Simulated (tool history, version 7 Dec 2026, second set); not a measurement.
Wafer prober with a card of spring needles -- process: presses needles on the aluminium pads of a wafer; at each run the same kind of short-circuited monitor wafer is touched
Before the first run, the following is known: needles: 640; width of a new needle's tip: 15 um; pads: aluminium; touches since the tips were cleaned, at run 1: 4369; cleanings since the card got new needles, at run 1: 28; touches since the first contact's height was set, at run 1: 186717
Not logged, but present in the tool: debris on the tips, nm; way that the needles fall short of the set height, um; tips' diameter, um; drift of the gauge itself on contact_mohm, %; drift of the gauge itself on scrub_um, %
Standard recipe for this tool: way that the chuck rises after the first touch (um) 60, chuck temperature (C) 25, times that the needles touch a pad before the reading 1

| run | hour | way that the chuck rises after the first touch (um) | chuck temperature (C) | times that the needles touch a pad before the reading | touches since the tips were cleaned | cleanings since the card got new needles | touches since the first contact's height was set | resistance of one needle with its contact and lead (mohm) | way that a needle slides on the pad (um) |
|---|---|---|---|---|---|---|---|---|---|
| 1 | 0 | 60 | 25 | 1 | 4369 | 28 | 186717 | 141 | 12.77 |
|  | 8.1 | tips cleaned on abrasive film |
|  | 14.1 | height of the first contact set anew |
| 2 | 19.4 | 60 | 25 | 1 | 3059 | 29 | 1486 | 140 | 12.78 |
|  | 33 | tips cleaned on abrasive film |
| 3 | 37.1 | 60 | 25 | 1 | 1145 | 30 | 6362 | 140 | 12.81 |
|  | 57.4 | tips cleaned on abrasive film |
| 4 | 58.4 | 60 | 25 | 2 | 268 | 31 | 12223 | 136 | 12.77 |
|  | 80.7 | tips cleaned on abrasive film |
| 5 | 80.7 | 60 | 25 | 2 | 0 | 32 | 18359 | 140 | 12.78 |
| 6 | 98.6 | 56 | 25 | 1 | 4970 | 32 | 23329 | 139 | 11.94 |
|  | 104.9 | tips cleaned on abrasive film |
| 7 | 120.7 | 56 | 25 | 1 | 4378 | 33 | 29425 | 140 | 11.91 |
|  | 128.4 | tips cleaned on abrasive film |
| 8 | 136.3 | 56 | 25 | 1 | 2183 | 34 | 33708 | 140 | 11.89 |
|  | 151.3 | tips cleaned on abrasive film |
| 9 | 151.3 | 56 | 25 | 1 | 0 | 35 | 37838 | 140 | 11.91 |
| 10 | 174 | 60 | 25 | 2 | 6281 | 35 | 44119 | 141 | 12.78 |
|  | 175.8 | tips cleaned on abrasive film |
| 11 | 195 | 60 | 119 | 2 | 5322 | 36 | 49927 | 156 | 12.77 |
|  | 199.2 | tips cleaned on abrasive film |
| 12 | 208.1 | 60 | 119 | 2 | 2477 | 37 | 53524 | 159 | 12.81 |
| 13 | 219.3 | 60 | 25 | 1 | 5578 | 37 | 56625 | 140 | 12.77 |
|  | 223.3 | tips cleaned on abrasive film |
| 14 | 232.8 | 56 | 58 | 1 | 2631 | 38 | 60319 | 147 | 11.86 |
| 15 | 245.4 | 56 | 58 | 1 | 6120 | 38 | 63808 | 147 | 11.96 |
|  | 247.5 | tips cleaned on abrasive film |
| 16 | 262.2 | 51 | 41 | 1 | 4064 | 39 | 68447 | 144 | 10.88 |

Forecast each of these 4 alternatives for the next run:
|  | 270.5 | tips cleaned on abrasive film |
| A | 274.1 | 46 | 41 | 1 | 983 | 40 | 71707 | ? | ? |
|  | 270.5 | tips cleaned on abrasive film |
| B | 274.1 | 41 | 41 | 2 | 983 | 40 | 71707 | ? | ? |
|  | 270.5 | tips cleaned on abrasive film |
| C | 274.1 | 58 | 41 | 1 | 983 | 40 | 71707 | ? | ? |
|  | 270.5 | tips cleaned on abrasive film |
| D | 274.1 | 65 | 106 | 2 | 983 | 40 | 71707 | ? | ? |

| run | resistance of one needle with its contact and lead (mohm) | way that a needle slides on the pad (um) |
|---|---|---|
| A | 148 | 9.77 |
| B | 149 | 8.75 |
| C | 142 | 12.3 |
| D | 153 | 13.84 |
With the hidden condition removed and each run's random variation left untouched, the same runs would have given:
| run | resistance of one needle with its contact and lead (mohm) | way that a needle slides on the pad (um) |
|---|---|---|
| A | 148 | 9.77 |
| B | 149 | 8.75 |
| C | 142 | 12.31 |
| D | 153 | 13.84 |
